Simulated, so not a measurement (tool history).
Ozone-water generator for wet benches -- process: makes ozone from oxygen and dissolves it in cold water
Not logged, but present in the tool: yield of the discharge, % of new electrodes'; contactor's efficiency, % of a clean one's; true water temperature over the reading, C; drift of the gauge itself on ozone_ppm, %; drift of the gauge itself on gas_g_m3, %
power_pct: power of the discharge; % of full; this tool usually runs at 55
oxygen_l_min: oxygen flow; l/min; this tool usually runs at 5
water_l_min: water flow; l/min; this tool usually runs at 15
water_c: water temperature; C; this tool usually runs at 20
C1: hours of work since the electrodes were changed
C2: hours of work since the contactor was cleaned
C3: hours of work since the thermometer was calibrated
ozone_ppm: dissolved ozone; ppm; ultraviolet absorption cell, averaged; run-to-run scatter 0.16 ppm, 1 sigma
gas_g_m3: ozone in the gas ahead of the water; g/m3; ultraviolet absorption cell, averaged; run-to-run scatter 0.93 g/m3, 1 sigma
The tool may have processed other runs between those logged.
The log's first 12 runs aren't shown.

run 13 hour=1098.4 | power_pct=55 oxygen_l_min=5 water_l_min=15 water_c=20 | C1=2822 C2=1200 C3=3998 | ozone_ppm=20.2 gas_g_m3=154.2
run 14 hour=1174.3 | power_pct=55 oxygen_l_min=5 water_l_min=15 water_c=20 | C1=2870 C2=1248 C3=4046 | ozone_ppm=20.3 gas_g_m3=154.6
run 15 hour=1245.4 | power_pct=55 oxygen_l_min=5 water_l_min=15 water_c=20 | C1=2915 C2=1294 C3=4091 | ozone_ppm=20.3 gas_g_m3=153.5
run 16 hour=1323.2 | power_pct=55 oxygen_l_min=5 water_l_min=15 water_c=20 | C1=2965 C2=1343 C3=4141 | ozone_ppm=20.4 gas_g_m3=153.7
run 17 hour=1403.2 | power_pct=95 oxygen_l_min=6.02 water_l_min=15 water_c=15 | C1=3016 C2=1394 C3=4192 | ozone_ppm=29.7 gas_g_m3=193.4
-- hour=1425.2 water thermometer calibrated
run 18 hour=1500.5 | power_pct=53 oxygen_l_min=3.36 water_l_min=21 water_c=20 | C1=3078 C2=1456 C3=48 | ozone_ppm=15.6 gas_g_m3=194.2
run 19 hour=1599.4 | power_pct=88 oxygen_l_min=5 water_l_min=15 water_c=19 | C1=3141 C2=1519 C3=111 | ozone_ppm=27.7 gas_g_m3=206.3
run 20 hour=1675.9 | power_pct=88 oxygen_l_min=5 water_l_min=15 water_c=19 | C1=3189 C2=1568 C3=160 | ozone_ppm=27.5 gas_g_m3=205.6
run 21 hour=1792.9 | power_pct=56 oxygen_l_min=5 water_l_min=16 water_c=20 | C1=3264 C2=1642 C3=234 | ozone_ppm=19.5 gas_g_m3=154.5
run 22 hour=1871.6 | power_pct=56 oxygen_l_min=5 water_l_min=16 water_c=14 | C1=3314 C2=1693 C3=285 | ozone_ppm=21.3 gas_g_m3=156
run 23 hour=1940.2 | power_pct=75 oxygen_l_min=7.1 water_l_min=10 water_c=19 | C1=3358 C2=1736 C3=328 | ozone_ppm=29.2 gas_g_m3=147.6
run 24 hour=2059.5 | power_pct=75 oxygen_l_min=7.1 water_l_min=10 water_c=19 | C1=3434 C2=1812 C3=404 | ozone_ppm=29.1 gas_g_m3=147.1
run 25 hour=2185 | power_pct=47 oxygen_l_min=3.19 water_l_min=12 water_c=25 | C1=3514 C2=1892 C3=484 | ozone_ppm=21.6 gas_g_m3=186.5
run 26 hour=2241.7 | power_pct=98 oxygen_l_min=3.19 water_l_min=12 water_c=25 | C1=3550 C2=1929 C3=521 | ozone_ppm=34 gas_g_m3=294.1

Predict the results of run 27:
-- hour=2261.9 gauge calibrated
run 27 hour=2335.4 | power_pct=98 oxygen_l_min=3.19 water_l_min=12 water_c=25 | C1=3610 C2=1988 C3=580 | ozone_ppm=? gas_g_m3=?

Run 27 gave ozone_ppm 34 ppm, gas_g_m3 304.5 g/m3.
Had the tool carried no hidden state, the very same run would have given ozone_ppm 34.1 ppm, gas_g_m3 305.6 g/m3.
